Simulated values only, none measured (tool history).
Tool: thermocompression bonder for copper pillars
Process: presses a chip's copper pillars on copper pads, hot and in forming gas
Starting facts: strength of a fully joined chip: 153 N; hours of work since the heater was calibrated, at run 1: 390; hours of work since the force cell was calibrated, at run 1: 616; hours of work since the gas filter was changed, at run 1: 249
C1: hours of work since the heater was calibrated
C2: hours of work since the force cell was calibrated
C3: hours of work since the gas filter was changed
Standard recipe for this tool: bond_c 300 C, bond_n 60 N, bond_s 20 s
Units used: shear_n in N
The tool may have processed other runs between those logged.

Run 1, hour 0.0: usual settings; C1 390; C2 616; C3 249. Result: shear_n 60.2 N.
Run 2, hour 27.7: usual settings; C1 402; C2 628; C3 261. Result: shear_n 61.0 N.
Run 3, hour 52.2: usual settings but bond_c 314 C; C1 412; C2 638; C3 271. Result: shear_n 69.5 N.
Run 4, hour 74.6: usual settings but bond_c 310 C; C1 422; C2 648; C3 281. Result: shear_n 68.2 N.
Run 5, hour 98.4: usual settings but bond_c 310 C; C1 432; C2 658; C3 291. Result: shear_n 69.3 N.
Run 6, hour 126.3: usual settings but bond_c 310 C; C1 445; C2 671; C3 304. Result: shear_n 67.2 N.
At hour 136.1: forming gas filter changed.
Run 7, hour 143.2: usual settings but bond_c 310 C; C1 452; C2 678; C3 3. Result: shear_n 72.6 N.
Run 8, hour 166.6: usual settings but bond_c 310 C; C1 462; C2 688; C3 13. Result: shear_n 70.4 N.
Run 9, hour 181.9: usual settings but bond_c 310 C; C1 468; C2 694; C3 20. Result: shear_n 71.5 N.
Run 10, hour 215.3: usual settings but bond_c 315 C; C1 483; C2 709; C3 34. Result: shear_n 76.2 N.
Run 11, hour 232.1: usual settings but bond_c 315 C; C1 490; C2 716; C3 42. Result: shear_n 75.7 N.
Run 12, hour 263.7: usual settings but bond_c 315 C; C1 504; C2 730; C3 55. Result: shear_n 77.3 N.
Run 13, hour 288.9: usual settings but bond_c 315 C; C1 515; C2 741; C3 66. Result: shear_n 76.1 N.
Run 14, hour 316.8: usual settings; C1 527; C2 753; C3 78. Result: shear_n 63.6 N.
Run 15, hour 343.5: usual settings; C1 539; C2 765; C3 90. Result: shear_n 62.8 N.
Run 16, hour 374.0: usual settings; C1 552; C2 778; C3 103. Result: shear_n 62.0 N.
Run 17, hour 398.5: usual settings; C1 562; C2 788; C3 114. Result: shear_n 62.0 N.
Run 18, hour 429.7: usual settings; C1 576; C2 802; C3 127. Result: shear_n 60.6 N.
Run 19, hour 455.6: usual settings but bond_s 42 s; C1 587; C2 813; C3 139. Result: shear_n 78.8 N.
Run 20, hour 486.0: usual settings but bond_s 42 s; C1 600; C2 826; C3 152. Result: shear_n 79.8 N.
Run 21, hour 509.8: usual settings but bond_c 319 C, bond_n 63 N, bond_s 54 s; C1 611; C2 837; C3 162. Result: shear_n 104.6 N.
Run 22, hour 531.7: usual settings but bond_c 319 C, bond_n 63 N, bond_s 54 s; C1 620; C2 846; C3 172. Result: shear_n 104.9 N.
Run 23, hour 554.8: usual settings but bond_c 278 C, bond_n 57 N, bond_s 54 s; C1 630; C2 856; C3 182. Result: shear_n 62.2 N.
Run 24, hour 579.3: usual settings but bond_c 297 C, bond_n 59 N, bond_s 54 s; C1 641; C2 867; C3 192. Result: shear_n 82.7 N.
Run 25, hour 600.9: usual settings but bond_c 324 C; C1 650; C2 876; C3 202. Result: shear_n 77.2 N.
Run 26, hour 635.5: usual settings but bond_n 46 N, bond_s 56 s; C1 665; C2 891; C3 217. Result: shear_n 71.2 N.
Run 27, hour 650.6: usual settings but bond_n 46 N, bond_s 56 s; C1 672; C2 898; C3 223. Result: shear_n 70.9 N.
Run 28, hour 677.3: usual settings but bond_c 305 C, bond_n 44 N; C1 683; C2 909; C3 235. Result: shear_n 49.2 N.
Run 29, hour 702.9: usual settings but bond_c 305 C, bond_n 44 N; C1 694; C2 920; C3 246. Result: shear_n 47.4 N.
Run 30, hour 721.1: usual settings but bond_c 305 C, bond_n 44 N; C1 702; C2 928; C3 254. Result: shear_n 48.1 N.
Run 31, hour 752.9: usual settings but bond_c 307 C, bond_s 14 s; C1 716; C2 942; C3 267. Result: shear_n 56.2 N.
Run 32, hour 778.4: usual settings but bond_c 320 C, bond_n 86 N, bond_s 48 s; C1 727; C2 953; C3 278. Result: shear_n 117.4 N.
Run 33, hour 805.7: usual settings but bond_c 302 C, bond_n 71 N, bond_s 40 s; C1 739; C2 965; C3 290. Result: shear_n 83.8 N.
Run 34, hour 824.2: usual settings but bond_n 50 N, bond_s 34 s; C1 747; C2 973; C3 298. Result: shear_n 60.2 N.
At hour 845.9: forming gas filter changed.
Run 35, hour 845.9: usual settings but bond_c 305 C, bond_n 51 N, bond_s 34 s; C1 756; C2 982; C3 0. Result: shear_n 70.5 N.
Run 36, hour 862.8: usual settings but bond_n 63 N, bond_s 14 s; C1 763; C2 989; C3 7. Result: shear_n 55.5 N.
Run 37, hour 883.7: usual settings but bond_c 297 C, bond_n 63 N, bond_s 14 s; C1 773; C2 999; C3 16. Result: shear_n 54.2 N.
Run 38, hour 906.8: usual settings but bond_c 275 C, bond_s 40 s; C1 783; C2 1009; C3 26. Result: shear_n 56.4 N.
Run 39, hour 924.2: usual settings but bond_c 275 C, bond_s 40 s; C1 790; C2 1016; C3 34. Result: shear_n 55.2 N.

Predict each of these 5 candidate next runs independently; none follows another, all start after run 39:
Run A, hour 939.5: usual settings but bond_c 273 C, bond_n 47 N, bond_s 15 s; C1 797; C2 1023; C3 41. Result: shear_n ?.
Run B, hour 939.5: usual settings but bond_c 270 C, bond_s 11 s; C1 797; C2 1023; C3 41. Result: shear_n ?.
Run C, hour 939.5: usual settings but bond_n 46 N; C1 797; C2 1023; C3 41. Result: shear_n ?.
Run D, hour 939.5: usual settings but bond_n 70 N; C1 797; C2 1023; C3 41. Result: shear_n ?.
Run E, hour 939.5: usual settings but bond_c 316 C, bond_n 45 N, bond_s 41 s; C1 797; C2 1023; C3 41. Result: shear_n ?.

run  shear_n
  A     28.2
  B     29.8
  C     49.2
  D     70.2
  E     77.4
Without the tool's hidden state the same runs would have given:
run  shear_n
  A     32.4
  B     34.2
  C     55.3
  D     77.9
  E     85.1
